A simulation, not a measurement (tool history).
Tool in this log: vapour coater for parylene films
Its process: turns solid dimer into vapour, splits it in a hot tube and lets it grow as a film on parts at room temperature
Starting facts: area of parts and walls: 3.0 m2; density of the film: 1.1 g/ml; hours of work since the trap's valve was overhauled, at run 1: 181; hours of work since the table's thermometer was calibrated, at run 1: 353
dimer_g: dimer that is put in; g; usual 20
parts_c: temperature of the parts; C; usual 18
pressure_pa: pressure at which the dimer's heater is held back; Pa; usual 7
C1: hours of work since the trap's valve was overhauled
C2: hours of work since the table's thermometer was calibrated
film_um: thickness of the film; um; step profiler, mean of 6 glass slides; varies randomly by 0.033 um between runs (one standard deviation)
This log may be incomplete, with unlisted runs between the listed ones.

{"run": 1, "hour": 0.0, "dimer_g": 20, "parts_c": 18, "pressure_pa": 7, "C1": 181, "C2": 353, "film_um": 3.06}
{"run": 2, "hour": 13.3, "dimer_g": 20, "parts_c": 18, "pressure_pa": 7, "C1": 187, "C2": 359, "film_um": 3.07}
{"run": 3, "hour": 31.9, "dimer_g": 20, "parts_c": 28, "pressure_pa": 7, "C1": 196, "C2": 367, "film_um": 2.43}
{"run": 4, "hour": 47.6, "dimer_g": 20, "parts_c": 28, "pressure_pa": 7, "C1": 203, "C2": 374, "film_um": 2.42}
{"run": 5, "hour": 65.0, "dimer_g": 20, "parts_c": 10, "pressure_pa": 7, "C1": 211, "C2": 382, "film_um": 3.75}
{"run": 6, "hour": 79.5, "dimer_g": 20, "parts_c": 10, "pressure_pa": 7, "C1": 217, "C2": 389, "film_um": 3.71}
{"run": 7, "hour": 91.0, "dimer_g": 20, "parts_c": 10, "pressure_pa": 7, "C1": 222, "C2": 394, "film_um": 3.71}
{"run": 8, "hour": 109.8, "dimer_g": 20, "parts_c": 10, "pressure_pa": 7, "C1": 231, "C2": 403, "film_um": 3.72}
{"run": 9, "hour": 133.1, "dimer_g": 20, "parts_c": 10, "pressure_pa": 7, "C1": 241, "C2": 413, "film_um": 3.66}
{"run": 10, "hour": 148.8, "dimer_g": 20, "parts_c": 21, "pressure_pa": 7, "C1": 249, "C2": 420, "film_um": 2.77}
{"run": 11, "hour": 166.4, "dimer_g": 20, "parts_c": 21, "pressure_pa": 7, "C1": 256, "C2": 428, "film_um": 2.83}
{"run": 12, "hour": 179.2, "dimer_g": 20, "parts_c": 21, "pressure_pa": 7, "C1": 262, "C2": 434, "film_um": 2.81}
{"run": 13, "hour": 193.5, "dimer_g": 20, "parts_c": 12, "pressure_pa": 7, "C1": 269, "C2": 440, "film_um": 3.46}
{"run": 14, "hour": 210.9, "dimer_g": 20, "parts_c": 12, "pressure_pa": 7, "C1": 277, "C2": 448, "film_um": 3.43}
{"run": 15, "hour": 228.4, "dimer_g": 20, "parts_c": 18, "pressure_pa": 7, "C1": 284, "C2": 456, "film_um": 2.95}
{"run": 16, "hour": 246.6, "dimer_g": 20, "parts_c": 18, "pressure_pa": 7, "C1": 293, "C2": 464, "film_um": 2.88}
{"run": 17, "hour": 269.2, "dimer_g": 20, "parts_c": 18, "pressure_pa": 7, "C1": 303, "C2": 475, "film_um": 2.88}
{"run": 18, "hour": 285.8, "dimer_g": 26, "parts_c": 18, "pressure_pa": 7, "C1": 310, "C2": 482, "film_um": 3.82}
{"run": 19, "hour": 299.3, "dimer_g": 26, "parts_c": 18, "pressure_pa": 7, "C1": 317, "C2": 488, "film_um": 3.79}
{"run": 20, "hour": 319.4, "dimer_g": 26, "parts_c": 26, "pressure_pa": 7, "C1": 326, "C2": 497, "film_um": 3.12}
{"run": 21, "hour": 330.0, "dimer_g": 20, "parts_c": 18, "pressure_pa": 7, "C1": 330, "C2": 502, "film_um": 2.85}
{"run": 22, "hour": 343.1, "dimer_g": 20, "parts_c": 18, "pressure_pa": 7, "C1": 336, "C2": 508, "film_um": 2.91}
{"run": 23, "hour": 355.6, "dimer_g": 20, "parts_c": 18, "pressure_pa": 7, "C1": 342, "C2": 514, "film_um": 2.88}
{"run": 24, "hour": 376.6, "dimer_g": 20, "parts_c": 19, "pressure_pa": 3.07, "C1": 351, "C2": 523, "film_um": 3}

Run 25 comes next. What will it give?
{"run": 25, "hour": 391.1, "dimer_g": 13, "parts_c": 19, "pressure_pa": 3.07, "C1": 358, "C2": 530, "film_um": "?"}

{"run 25": {"film_um": 1.91}}
Without the tool's hidden state the same run would have given film_um 2.23 um.

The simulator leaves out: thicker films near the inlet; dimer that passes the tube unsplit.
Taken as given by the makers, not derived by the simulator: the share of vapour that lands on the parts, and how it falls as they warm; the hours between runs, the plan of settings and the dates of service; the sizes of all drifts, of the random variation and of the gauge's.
